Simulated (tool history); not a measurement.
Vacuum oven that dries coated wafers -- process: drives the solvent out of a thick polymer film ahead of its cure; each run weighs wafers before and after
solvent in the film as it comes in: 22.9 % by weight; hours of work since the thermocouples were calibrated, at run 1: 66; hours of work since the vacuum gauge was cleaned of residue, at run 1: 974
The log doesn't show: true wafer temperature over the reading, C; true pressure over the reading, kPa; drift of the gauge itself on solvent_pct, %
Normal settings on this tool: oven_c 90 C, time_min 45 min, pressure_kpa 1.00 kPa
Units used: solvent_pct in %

run,hour,oven_c,time_min,pressure_kpa,hours of work since the thermocouples were calibrated,hours of work since the vacuum gauge was cleaned of residue,solvent_pct
1,0.0,90,45,1.00,66,974,1.19
2,46.2,90,45,1.00,92,1000,1.29
3,99.6,90,45,1.00,122,1030,1.32
4,173.9,90,45,1.00,164,1072,1.33
5,211.7,90,45,1.00,185,1093,1.25
6,261.1,95,45,1.00,213,1121,0.73
7,336.9,95,45,1.00,256,1164,0.76
8,384.5,90,45,1.00,283,1191,1.31
9,443.1,90,45,1.00,316,1224,1.26
10,505.7,90,69,1.00,351,1259,0.67
11,551.0,100,69,1.00,377,1284,0.45
12,616.3,100,69,1.00,413,1321,0.52
13,695.6,90,45,1.00,458,1366,1.35
14,750.8,90,45,1.00,489,1397,1.30
15,815.7,90,45,1.00,526,1433,1.25
16,879.6,90,37,1.00,562,1469,1.91
17,961.1,98,25,1.00,607,1515,1.59
18,1039.1,78,45,2.75,651,1559,5.58
19,1098.0,78,53,3.91,685,1592,5.81
20,1164.0,80,46,0.70,722,1629,3.25
21,1215.9,100,46,0.75,751,1659,0.43
22,1284.1,88,70,1.07,789,1697,0.72
23,1355.6,90,42,1.00,830,1737,1.50
24,1430.7,90,71,1.00,872,1780,0.74
25,1482.2,104,31,0.74,901,1809,0.55
26,1526.1,102,31,2.02,926,1833,1.03
27,1567.2,102,31,2.02,949,1857,0.98
# hour 1609.4: oven's thermocouples calibrated
28,1632.0,86,45,2.81,13,1892,3.15
29,1670.5,100,45,2.01,34,1914,0.83
30,1741.7,100,45,2.01,75,1954,0.92
31,1780.2,87,65,1.00,96,1975,1.13

Alternative continuations, all from the tool just after run 31; predict every row:
A,1845.0,75,33,1.00,133,2012,?
B,1845.0,87,66,2.72,133,2012,?
C,1845.0,86,75,0.92,133,2012,?

run,solvent_pct
A,7.32
B,2.07
C,0.80
Without the tool's unlogged condition, the same runs would have read:
run,solvent_pct
A,7.25
B,2.01
C,0.75
